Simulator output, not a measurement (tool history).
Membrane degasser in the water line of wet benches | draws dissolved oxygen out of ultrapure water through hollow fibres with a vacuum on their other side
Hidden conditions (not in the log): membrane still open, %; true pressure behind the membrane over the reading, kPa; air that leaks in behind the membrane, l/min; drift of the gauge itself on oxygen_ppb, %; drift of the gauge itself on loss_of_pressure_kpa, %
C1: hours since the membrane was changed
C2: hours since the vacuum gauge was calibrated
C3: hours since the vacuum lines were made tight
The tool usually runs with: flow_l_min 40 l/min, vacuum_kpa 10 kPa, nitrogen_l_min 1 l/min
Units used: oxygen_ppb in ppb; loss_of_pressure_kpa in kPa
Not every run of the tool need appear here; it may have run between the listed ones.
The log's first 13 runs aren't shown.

At hour 1219.1: seals of the vacuum lines changed.
Run 14, hour 1269: usual settings; C1 3823; C2 6329; C3 50. Result: oxygen_ppb 550.4 ppb, loss_of_pressure_kpa 65.65 kPa.
Run 15, hour 1389.1: usual settings; C1 3943; C2 6449; C3 170. Result: oxygen_ppb 542.3 ppb, loss_of_pressure_kpa 65.13 kPa.
Run 16, hour 1485.9: usual settings; C1 4040; C2 6546; C3 267. Result: oxygen_ppb 544.1 ppb, loss_of_pressure_kpa 65.58 kPa.
Run 17, hour 1552.9: usual settings but flow_l_min 25 l/min, nitrogen_l_min 1.04 l/min; C1 4107; C2 6613; C3 334. Result: oxygen_ppb 346.7 ppb, loss_of_pressure_kpa 41.03 kPa.
Run 18, hour 1631.3: usual settings but flow_l_min 25 l/min, nitrogen_l_min 1.04 l/min; C1 4186; C2 6691; C3 412. Result: oxygen_ppb 354.5 ppb, loss_of_pressure_kpa 40.83 kPa.
Run 19, hour 1712.7: usual settings but vacuum_kpa 7 kPa, nitrogen_l_min 1.61 l/min; C1 4267; C2 6772; C3 494. Result: oxygen_ppb 236.5 ppb, loss_of_pressure_kpa 65.45 kPa.
Run 20, hour 1801.4: usual settings but vacuum_kpa 7 kPa, nitrogen_l_min 1.61 l/min; C1 4356; C2 6861; C3 582. Result: oxygen_ppb 243.1 ppb, loss_of_pressure_kpa 65.83 kPa.
Run 21, hour 1912.3: usual settings but flow_l_min 41 l/min, vacuum_kpa 6 kPa, nitrogen_l_min 0.52 l/min; C1 4467; C2 6972; C3 693. Result: oxygen_ppb 400.7 ppb, loss_of_pressure_kpa 67.6 kPa.
Run 22, hour 1979.2: usual settings but flow_l_min 41 l/min, vacuum_kpa 6 kPa, nitrogen_l_min 0.52 l/min; C1 4533; C2 7039; C3 760. Result: oxygen_ppb 392.3 ppb, loss_of_pressure_kpa 67.57 kPa.
Run 23, hour 2111.9: usual settings but flow_l_min 41 l/min, vacuum_kpa 6 kPa, nitrogen_l_min 0.52 l/min; C1 4666; C2 7172; C3 893. Result: oxygen_ppb 393 ppb, loss_of_pressure_kpa 67.94 kPa.
Run 24, hour 2242.3: usual settings but flow_l_min 41 l/min, vacuum_kpa 6 kPa, nitrogen_l_min 0.52 l/min; C1 4797; C2 7302; C3 1023. Result: oxygen_ppb 399.1 ppb, loss_of_pressure_kpa 67.54 kPa.

The next listed run, before its measurement:
Run 25, hour 2332.7: usual settings but flow_l_min 41 l/min, vacuum_kpa 6 kPa, nitrogen_l_min 0.52 l/min; C1 4887; C2 7392; C3 1114. Result: oxygen_ppb ?, loss_of_pressure_kpa ?.

{"run 25": {"oxygen_ppb": 394.8, "loss_of_pressure_kpa": 67.42}}
Without the tool's hidden state the same run would have given oxygen_ppb 393.9 ppb, loss_of_pressure_kpa 65.89 kPa.
